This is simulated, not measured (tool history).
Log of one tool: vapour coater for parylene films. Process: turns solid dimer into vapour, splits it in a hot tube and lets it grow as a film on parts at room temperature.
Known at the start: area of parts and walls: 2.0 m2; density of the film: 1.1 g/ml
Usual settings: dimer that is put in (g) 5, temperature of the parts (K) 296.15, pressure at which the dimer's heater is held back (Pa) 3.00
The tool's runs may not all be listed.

| run | hour | dimer that is put in (g) | temperature of the parts (K) | pressure at which the dimer's heater is held back (Pa) | thickness of the film (um) |
|---|---|---|---|---|---|
| 1 | 0.0 | 5 | 296.15 | 3.00 | 1.24 |
| 2 | 36.3 | 5 | 296.15 | 3.00 | 1.22 |
| 3 | 77.6 | 5 | 296.15 | 3.00 | 1.24 |
| 4 | 123.6 | 5 | 296.15 | 3.00 | 1.24 |
| 5 | 152.7 | 5 | 296.15 | 3.00 | 1.22 |
| 6 | 201.9 | 5 | 300.15 | 3.00 | 1.00 |
| 7 | 252.2 | 3 | 296.15 | 3.00 | 0.72 |
| 8 | 275.9 | 5 | 296.15 | 2.90 | 1.20 |
| 9 | 323.5 | 5 | 296.15 | 3.00 | 1.19 |
| 10 | 349.1 | 5 | 296.15 | 3.00 | 1.19 |
| 11 | 399.3 | 5 | 296.15 | 3.00 | 1.20 |
| 12 | 444.6 | 2 | 296.15 | 3.00 | 0.47 |
| 13 | 496.5 | 8 | 296.15 | 3.00 | 1.89 |
| 14 | 532.0 | 8 | 296.15 | 3.00 | 1.86 |
| 15 | 571.9 | 5 | 296.15 | 6.37 | 1.07 |
| 16 | 608.9 | 5 | 296.15 | 3.00 | 1.14 |
| 17 | 637.4 | 5 | 296.15 | 3.00 | 1.15 |
| 18 | 678.3 | 5 | 296.15 | 3.00 | 1.16 |
| 19 | 718.4 | 5 | 296.15 | 3.00 | 1.14 |
| 20 | 773.4 | 5 | 292.15 | 3.00 | 1.39 |
| 21 | 824.3 | 4 | 298.15 | 3.17 | 0.83 |
|  | 858.7 | trap's valve overhauled |
| 22 | 869.4 | 3 | 299.15 | 11.61 | 0.53 |
| 23 | 905.6 | 4 | 299.15 | 10.67 | 0.73 |
| 24 | 934.8 | 4 | 299.15 | 2.69 | 0.87 |
| 25 | 963.0 | 4 | 299.15 | 2.69 | 0.85 |
| 26 | 1016.7 | 3 | 306.15 | 8.91 | 0.40 |
| 27 | 1045.5 | 4 | 296.15 | 2.89 | 0.95 |
| 28 | 1100.7 | 2 | 307.15 | 6.63 | 0.26 |
| 29 | 1138.8 | 5 | 295.15 | 4.91 | 1.18 |
| 30 | 1177.5 | 5 | 295.15 | 4.91 | 1.17 |
| 31 | 1228.7 | 5 | 295.15 | 4.91 | 1.18 |
| 32 | 1270.8 | 5 | 295.15 | 4.91 | 1.16 |
| 33 | 1300.7 | 5 | 295.15 | 10.62 | 1.04 |

Forecast run 34:
| 34 | 1345.9 | 6 | 293.15 | 10.62 | ? |

thickness of the film (um): 1.38
Without the tool's hidden state the same run would have given thickness of the film (um) 1.49.
